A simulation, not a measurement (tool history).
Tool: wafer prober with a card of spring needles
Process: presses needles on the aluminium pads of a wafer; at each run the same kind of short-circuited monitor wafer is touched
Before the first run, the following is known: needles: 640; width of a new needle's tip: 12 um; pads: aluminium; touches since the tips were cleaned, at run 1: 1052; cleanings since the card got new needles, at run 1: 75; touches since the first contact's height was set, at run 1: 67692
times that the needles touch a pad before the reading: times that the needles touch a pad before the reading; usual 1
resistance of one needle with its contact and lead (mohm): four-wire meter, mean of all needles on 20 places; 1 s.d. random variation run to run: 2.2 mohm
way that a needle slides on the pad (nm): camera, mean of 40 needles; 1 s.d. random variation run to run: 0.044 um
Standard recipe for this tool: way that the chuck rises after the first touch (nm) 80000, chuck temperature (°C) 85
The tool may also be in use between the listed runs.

run,day,way that the chuck rises after the first touch (nm),chuck temperature (°C),times that the needles touch a pad before the reading,touches since the tips were cleaned,cleanings since the card got new needles,touches since the first contact's height was set,resistance of one needle with its contact and lead (mohm),way that a needle slides on the pad (nm)
1,0,80000,85,1,1052,75,67692,249,11900
# day 0.192: tips cleaned on abrasive film
# day 0.496: tips cleaned on abrasive film
# day 0.8: tips cleaned on abrasive film
2,1.046,80000,85,1,3909,78,84230,248,11790
# day 1.112: tips cleaned on abrasive film
# day 1.388: tips cleaned on abrasive film
# day 1.679: tips cleaned on abrasive film
3,1.679,80000,85,2,2,81,94156,250,11790
# day 1.971: tips cleaned on abrasive film
# day 2.262: tips cleaned on abrasive film
# day 2.538: tips cleaned on abrasive film
4,2.567,80000,85,2,495,84,108187,248,11660
# day 2.808: tips cleaned on abrasive film
# day 3.083: tips cleaned on abrasive film
# day 3.379: tips cleaned on abrasive film
5,3.412,80000,85,2,544,87,121511,249,11720
# day 3.654: tips cleaned on abrasive film
6,3.846,80000,69,1,3069,88,128370,245,11790
# day 3.912: tips cleaned on abrasive film
# day 4.217: tips cleaned on abrasive film
# day 4.4: height of the first contact set anew
# day 4.533: tips cleaned on abrasive film
7,4.579,80000,85,1,778,91,2798,251,11790
# day 4.825: tips cleaned on abrasive film
# day 5.129: tips cleaned on abrasive film
8,5.338,100000,85,1,3310,93,14748,248,14680
# day 5.404: tips cleaned on abrasive film
# day 5.667: tips cleaned on abrasive film
# day 5.979: tips cleaned on abrasive film
9,6,76000,55,2,362,96,25174,244,11190
# day 6.292: tips cleaned on abrasive film
# day 6.608: tips cleaned on abrasive film
# day 6.917: tips cleaned on abrasive film
10,6.938,76000,55,2,308,99,39963,242,11120
# day 7.192: tips cleaned on abrasive film
# day 7.45: tips cleaned on abrasive film
# day 7.762: tips cleaned on abrasive film
11,7.829,76000,55,2,1047,102,54033,243,11120
# day 8.058: tips cleaned on abrasive film
# day 8.371: tips cleaned on abrasive film
# day 8.629: tips cleaned on abrasive film
12,8.629,76000,55,2,0,105,66648,239,11160
# day 8.921: tips cleaned on abrasive film
# day 9.204: tips cleaned on abrasive film
13,9.367,84000,55,2,2635,107,78327,242,12260
# day 9.5: tips cleaned on abrasive film
# day 9.788: tips cleaned on abrasive film
14,10.012,84000,55,2,3606,109,88507,240,12250

Branching from run 14: 4 alternative next runs. What would each branch give?
# day 10.079: tips cleaned on abrasive film
# day 10.379: tips cleaned on abrasive film
# day 10.679: tips cleaned on abrasive film
# day 10.975: tips cleaned on abrasive film
A,11.021,93000,68,3,736,113,104382,?,?
# day 10.079: tips cleaned on abrasive film
# day 10.379: tips cleaned on abrasive film
# day 10.679: tips cleaned on abrasive film
# day 10.975: tips cleaned on abrasive film
B,11.021,92000,55,2,736,113,104382,?,?
# day 10.079: tips cleaned on abrasive film
# day 10.379: tips cleaned on abrasive film
# day 10.679: tips cleaned on abrasive film
# day 10.975: tips cleaned on abrasive film
C,11.021,84000,55,1,736,113,104382,?,?
# day 10.079: tips cleaned on abrasive film
# day 10.379: tips cleaned on abrasive film
# day 10.679: tips cleaned on abrasive film
# day 10.975: tips cleaned on abrasive film
D,11.021,77000,88,2,736,113,104382,?,?

run,resistance of one needle with its contact and lead (mohm),way that a needle slides on the pad (nm)
A,245,13550
B,237,13330
C,240,12280
D,251,11220
Take away the tool's hidden state, keep each run's random variation, and the runs would have read:
run,resistance of one needle with its contact and lead (mohm),way that a needle slides on the pad (nm)
A,244,13740
B,237,13520
C,240,12460
D,251,11380

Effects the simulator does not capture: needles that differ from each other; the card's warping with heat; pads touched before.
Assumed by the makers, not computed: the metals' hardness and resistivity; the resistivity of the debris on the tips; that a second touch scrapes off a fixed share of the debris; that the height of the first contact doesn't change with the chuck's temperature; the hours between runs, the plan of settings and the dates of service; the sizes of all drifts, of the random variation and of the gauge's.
